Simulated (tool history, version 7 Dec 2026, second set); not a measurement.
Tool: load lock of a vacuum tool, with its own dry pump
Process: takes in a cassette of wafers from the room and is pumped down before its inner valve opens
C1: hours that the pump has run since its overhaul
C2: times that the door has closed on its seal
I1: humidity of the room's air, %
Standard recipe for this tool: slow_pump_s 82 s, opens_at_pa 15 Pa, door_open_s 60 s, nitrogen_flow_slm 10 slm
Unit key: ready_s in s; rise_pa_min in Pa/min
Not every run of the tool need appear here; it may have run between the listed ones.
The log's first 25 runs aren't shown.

Run 26, hour 12279.4: usual settings but slow_pump_s 102 s, opens_at_pa 24 Pa, door_open_s 40 s, nitrogen_flow_slm 28 slm; C1 1032; C2 28229; I1 47.2. Result: ready_s 138.7 s, rise_pa_min 0.11 Pa/min.
Run 27, hour 12899.6: usual settings but opens_at_pa 14 Pa; C1 1652; C2 28932; I1 45.5. Result: ready_s 127.5 s, rise_pa_min 0.133 Pa/min.
Run 28, hour 13419.3: usual settings but opens_at_pa 18 Pa, door_open_s 62 s, nitrogen_flow_slm 26 slm; C1 2172; C2 29521; I1 45. Result: ready_s 124.7 s, rise_pa_min 0.124 Pa/min.
Run 29, hour 13870: usual settings but opens_at_pa 18 Pa, door_open_s 62 s, nitrogen_flow_slm 26 slm; C1 2623; C2 30032; I1 45.8. Result: ready_s 126.5 s, rise_pa_min 0.126 Pa/min.
Run 30, hour 14164.6: usual settings but door_open_s 44 s; C1 2917; C2 30366; I1 44.2. Result: ready_s 127.1 s, rise_pa_min 0.126 Pa/min.
Run 31, hour 14526.7: usual settings but door_open_s 44 s; C1 3279; C2 30777; I1 47.6. Result: ready_s 128.4 s, rise_pa_min 0.137 Pa/min.
Run 32, hour 15137.9: usual settings but door_open_s 44 s; C1 3890; C2 31470; I1 46.7. Result: ready_s 127 s, rise_pa_min 0.143 Pa/min.
Run 33, hour 15734.3: usual settings but door_open_s 44 s; C1 4487; C2 32146; I1 48.9. Result: ready_s 126.8 s, rise_pa_min 0.139 Pa/min.
Run 34, hour 16308.7: usual settings but slow_pump_s 117 s, door_open_s 44 s, nitrogen_flow_slm 9 slm; C1 5061; C2 32797; I1 42.9. Result: ready_s 158.1 s, rise_pa_min 0.14 Pa/min.
Run 35, hour 16912.9: usual settings but slow_pump_s 60 s, door_open_s 40 s, nitrogen_flow_slm 9 slm; C1 5665; C2 33482; I1 43.4. Result: ready_s 111.9 s, rise_pa_min 0.142 Pa/min.
Run 36, hour 17567.5: usual settings but slow_pump_s 60 s, door_open_s 40 s, nitrogen_flow_slm 9 slm; C1 6320; C2 34225; I1 45.3. Result: ready_s 111.8 s, rise_pa_min 0.149 Pa/min.
Run 37, hour 18232.2: usual settings but slow_pump_s 46 s, nitrogen_flow_slm 31 slm; C1 6985; C2 34978; I1 44.3. Result: ready_s 102.1 s, rise_pa_min 0.146 Pa/min.

Forecast each of these 3 alternatives for the next run:
Run A, hour 18634.7: usual settings but slow_pump_s 46 s, opens_at_pa 24 Pa, door_open_s 80 s, nitrogen_flow_slm 24 slm; C1 7387; C2 35435; I1 42.5. Result: ready_s ?, rise_pa_min ?.
Run B, hour 18634.7: usual settings but slow_pump_s 54 s, opens_at_pa 12 Pa, nitrogen_flow_slm 6 slm; C1 7387; C2 35435; I1 42.6. Result: ready_s ?, rise_pa_min ?.
Run C, hour 18634.7: usual settings but slow_pump_s 52 s, door_open_s 114 s, nitrogen_flow_slm 14 slm; C1 7387; C2 35435; I1 44. Result: ready_s ?, rise_pa_min ?.

run  ready_s  rise_pa_min
  A     98.2        0.158
  B    107.7        0.167
  C      106        0.181
Without the tool's unlogged condition, the same runs would have read:
run  ready_s  rise_pa_min
  A     94.2        0.023
  B    103.5        0.034
  C    101.9        0.046
